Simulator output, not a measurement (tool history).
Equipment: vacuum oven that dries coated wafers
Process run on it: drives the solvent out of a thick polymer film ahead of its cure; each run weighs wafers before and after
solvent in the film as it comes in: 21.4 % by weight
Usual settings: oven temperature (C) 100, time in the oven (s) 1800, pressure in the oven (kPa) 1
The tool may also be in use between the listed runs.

{"run": 1, "hour": 0.0, "oven temperature (C)": 100, "time in the oven (s)": 1800, "pressure in the oven (kPa)": 1, "solvent left in the film (%)": 2.42}
{"run": 2, "hour": 22.7, "oven temperature (C)": 100, "time in the oven (s)": 1800, "pressure in the oven (kPa)": 1, "solvent left in the film (%)": 2.52}
{"run": 3, "hour": 46.1, "oven temperature (C)": 100, "time in the oven (s)": 1800, "pressure in the oven (kPa)": 1, "solvent left in the film (%)": 2.54}
{"run": 4, "hour": 76.3, "oven temperature (C)": 100, "time in the oven (s)": 1800, "pressure in the oven (kPa)": 1, "solvent left in the film (%)": 2.51}
{"run": 5, "hour": 94.9, "oven temperature (C)": 100, "time in the oven (s)": 1800, "pressure in the oven (kPa)": 1, "solvent left in the film (%)": 2.54}
{"run": 6, "hour": 111.9, "oven temperature (C)": 100, "time in the oven (s)": 1800, "pressure in the oven (kPa)": 1, "solvent left in the film (%)": 2.56}
{"run": 7, "hour": 137.4, "oven temperature (C)": 104, "time in the oven (s)": 2520, "pressure in the oven (kPa)": 1.12, "solvent left in the film (%)": 1.54}
{"run": 8, "hour": 155.2, "oven temperature (C)": 104, "time in the oven (s)": 2520, "pressure in the oven (kPa)": 0.88, "solvent left in the film (%)": 1.31}
{"run": 9, "hour": 171.3, "oven temperature (C)": 104, "time in the oven (s)": 2520, "pressure in the oven (kPa)": 0.88, "solvent left in the film (%)": 1.23}
{"run": 10, "hour": 200.6, "oven temperature (C)": 106, "time in the oven (s)": 1800, "pressure in the oven (kPa)": 1.1, "solvent left in the film (%)": 1.81}
{"run": 11, "hour": 216.9, "oven temperature (C)": 92, "time in the oven (s)": 1020, "pressure in the oven (kPa)": 1.18, "solvent left in the film (%)": 7.44}

Each row is a separate what-if for the run after 11, all from the same tool condition, not one after another. Results?
{"run": "A", "hour": 242.8, "oven temperature (C)": 92, "time in the oven (s)": 2820, "pressure in the oven (kPa)": 1.86, "solvent left in the film (%)": "?"}
{"run": "B", "hour": 242.8, "oven temperature (C)": 88, "time in the oven (s)": 1020, "pressure in the oven (kPa)": 1.6, "solvent left in the film (%)": "?"}
{"run": "C", "hour": 242.8, "oven temperature (C)": 86, "time in the oven (s)": 1860, "pressure in the oven (kPa)": 1.79, "solvent left in the film (%)": "?"}

run=A solvent_left_in_the_film_(%)=4.32
run=B solvent_left_in_the_film_(%)=9.4
run=C solvent_left_in_the_film_(%)=7.48
With the hidden condition removed and each run's random variation left untouched, the same runs would have given:
run=A solvent_left_in_the_film_(%)=4.33
run=B solvent_left_in_the_film_(%)=9.41
run=C solvent_left_in_the_film_(%)=7.49

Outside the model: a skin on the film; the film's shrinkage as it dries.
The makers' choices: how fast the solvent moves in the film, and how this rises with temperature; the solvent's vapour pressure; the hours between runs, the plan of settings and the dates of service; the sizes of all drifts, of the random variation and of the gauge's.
